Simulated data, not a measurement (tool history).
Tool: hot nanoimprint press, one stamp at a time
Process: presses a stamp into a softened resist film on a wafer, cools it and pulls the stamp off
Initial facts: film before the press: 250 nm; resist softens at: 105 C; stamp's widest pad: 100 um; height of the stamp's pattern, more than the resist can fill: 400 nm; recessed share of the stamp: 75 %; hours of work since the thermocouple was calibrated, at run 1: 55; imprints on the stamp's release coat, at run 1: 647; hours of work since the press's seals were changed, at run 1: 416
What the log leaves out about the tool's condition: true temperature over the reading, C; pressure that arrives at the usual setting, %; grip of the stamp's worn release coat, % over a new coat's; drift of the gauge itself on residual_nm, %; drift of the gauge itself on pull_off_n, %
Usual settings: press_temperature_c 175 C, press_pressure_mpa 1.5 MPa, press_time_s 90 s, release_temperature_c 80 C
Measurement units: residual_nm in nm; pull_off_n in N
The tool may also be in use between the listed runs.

| run | hour | press_temperature_c | press_pressure_mpa | press_time_s | release_temperature_c | hours of work since the thermocouple was calibrated | imprints on the stamp's release coat | hours of work since the press's seals were changed | residual_nm | pull_off_n |
|---|---|---|---|---|---|---|---|---|---|---|
| 1 | 0 | 175 | 1.5 | 90 | 80 | 55 | 647 | 416 | 145.5 | 190.6 |
| 2 | 15.4 | 175 | 1.5 | 90 | 80 | 65 | 718 | 426 | 145.7 | 193.8 |
| 3 | 32.1 | 175 | 1.5 | 90 | 80 | 76 | 794 | 436 | 146.1 | 196 |
| 4 | 47.7 | 175 | 1.5 | 53 | 80 | 86 | 865 | 446 | 170.8 | 196.3 |
| 5 | 62.5 | 175 | 1.5 | 90 | 80 | 95 | 934 | 456 | 145.8 | 197.3 |
| 6 | 75.1 | 175 | 1.5 | 90 | 80 | 104 | 991 | 464 | 146.2 | 199.2 |
| 7 | 82.5 | 175 | 1.5 | 154 | 80 | 108 | 1025 | 469 | 120.9 | 199.6 |
| 8 | 94 | 175 | 1.5 | 154 | 80 | 116 | 1078 | 476 | 120.8 | 198.7 |
| 9 | 101.9 | 175 | 1.5 | 154 | 80 | 121 | 1114 | 481 | 121 | 201.1 |
| 10 | 117.2 | 175 | 1.5 | 154 | 80 | 131 | 1184 | 491 | 120.9 | 201.5 |
|  | 124.1 | stamp cleaned and given a new release coat |
| 11 | 138.3 | 175 | 1.5 | 90 | 80 | 140 | 65 | 501 | 147 | 186.6 |
| 12 | 151 | 175 | 1.5 | 90 | 80 | 148 | 123 | 509 | 146.7 | 185.9 |
| 13 | 160.2 | 175 | 1.5 | 90 | 80 | 154 | 166 | 515 | 146.9 | 188 |
| 14 | 176.9 | 175 | 1.5 | 90 | 80 | 165 | 242 | 526 | 146.8 | 189.8 |
|  | 191.3 | press's hydraulic seals changed and the load cell set to zero |
| 15 | 196.2 | 175 | 1.5 | 90 | 80 | 172 | 294 | 3 | 145.3 | 189.3 |
| 16 | 208.8 | 175 | 1.5 | 90 | 80 | 180 | 352 | 11 | 145.5 | 191 |
| 17 | 217.4 | 167 | 0.99 | 52 | 80 | 186 | 391 | 17 | 215.7 | 191.9 |
| 18 | 230.2 | 167 | 0.99 | 52 | 80 | 194 | 450 | 25 | 215.3 | 193.2 |
| 19 | 238.2 | 165 | 1.89 | 52 | 80 | 199 | 486 | 30 | 201.1 | 192.7 |
| 20 | 245.1 | 175 | 1.5 | 71 | 80 | 204 | 518 | 35 | 156.7 | 193 |
| 21 | 256.3 | 166 | 1.5 | 119 | 76 | 211 | 569 | 42 | 173.7 | 212.4 |
| 22 | 267.9 | 175 | 1.5 | 90 | 83 | 218 | 622 | 49 | 146 | 181.5 |
| 23 | 276.2 | 184 | 1.19 | 90 | 80 | 224 | 661 | 54 | 120.8 | 193.5 |
| 24 | 292.4 | 168 | 1.8 | 90 | 80 | 234 | 734 | 65 | 169.3 | 196.2 |
| 25 | 301.3 | 174 | 2.38 | 172 | 66 | 240 | 776 | 71 | 99.4 | 261.4 |
| 26 | 314.1 | 174 | 2.29 | 62 | 66 | 248 | 834 | 79 | 147.9 | 264 |
| 27 | 327.7 | 174 | 2.29 | 62 | 66 | 257 | 896 | 88 | 148.1 | 266.9 |
| 28 | 339.9 | 175 | 1.5 | 111 | 80 | 265 | 952 | 95 | 136.4 | 199.3 |
| 29 | 352.9 | 175 | 1.39 | 90 | 67 | 273 | 1012 | 104 | 150.5 | 262.5 |

Below are 4 alternative next runs, each starting from the tool's condition after run 29. Predict each:
| A | 360.1 | 175 | 1.1 | 90 | 67 | 278 | 1045 | 108 | ? | ? |
| B | 360.1 | 177 | 1.5 | 90 | 80 | 278 | 1045 | 108 | ? | ? |
| C | 360.1 | 175 | 1.39 | 134 | 67 | 278 | 1045 | 108 | ? | ? |
| D | 360.1 | 176 | 1.5 | 90 | 78 | 278 | 1045 | 108 | ? | ? |

| run | residual_nm | pull_off_n |
|---|---|---|
| A | 161.6 | 261.1 |
| B | 137.7 | 201.6 |
| C | 131.4 | 259 |
| D | 142.2 | 210.9 |
What these runs would have given with no unlogged condition in the tool:
| run | residual_nm | pull_off_n |
|---|---|---|
| A | 158.6 | 240.6 |
| B | 134.6 | 185.2 |
| C | 128.4 | 238.6 |
| D | 139.1 | 193.8 |
